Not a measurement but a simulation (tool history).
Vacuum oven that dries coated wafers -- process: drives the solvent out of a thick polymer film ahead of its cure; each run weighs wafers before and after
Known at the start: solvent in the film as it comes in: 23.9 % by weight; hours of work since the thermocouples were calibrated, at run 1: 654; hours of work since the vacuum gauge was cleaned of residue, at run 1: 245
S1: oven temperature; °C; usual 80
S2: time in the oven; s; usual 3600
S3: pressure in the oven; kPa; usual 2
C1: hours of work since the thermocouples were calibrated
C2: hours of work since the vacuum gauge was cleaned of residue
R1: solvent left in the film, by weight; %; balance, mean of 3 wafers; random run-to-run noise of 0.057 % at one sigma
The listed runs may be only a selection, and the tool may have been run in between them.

run,hour,S1,S2,S3,C1,C2,R1
1,0,80,3600,2,654,245,5.6
2,45.5,80,3600,2,674,265,5.49
3,77.3,80,3600,2,688,279,5.58
4,109,80,6300,2,702,293,2.57
# hour 114.7: oven's thermocouples calibrated
5,140.3,80,6300,2,11,306,2.46
6,172,80,3600,2,25,320,5.51
7,196.3,80,3600,6.33,36,330,7.01
8,242.6,80,3600,6.33,56,350,7.11
9,263.6,80,3600,6.33,65,360,7.14
10,298.1,80,3600,2,80,375,5.49
11,321.6,80,3600,2,90,385,5.53
12,361.2,80,3600,2,108,402,5.54
13,401.9,89,4860,2.28,126,420,1.58
14,438.9,93,3600,2,142,436,1.62
15,468.5,78,2160,1.64,155,449,9.75
16,512.9,78,2160,1.64,174,469,9.78
17,553.9,78,3180,1.2,192,486,6.93
18,599.4,78,3180,1.2,212,506,6.97
19,629.1,67,4500,1.15,225,519,9.27

Entry by entry between the runs, the difference in hidden state between the last listed run before and the first listed run after:
In the gap between runs 4 and 5: oven's thermocouples calibrated (hour 114.7)
  true wafer temperature over the reading, C: -0.04 -> 0

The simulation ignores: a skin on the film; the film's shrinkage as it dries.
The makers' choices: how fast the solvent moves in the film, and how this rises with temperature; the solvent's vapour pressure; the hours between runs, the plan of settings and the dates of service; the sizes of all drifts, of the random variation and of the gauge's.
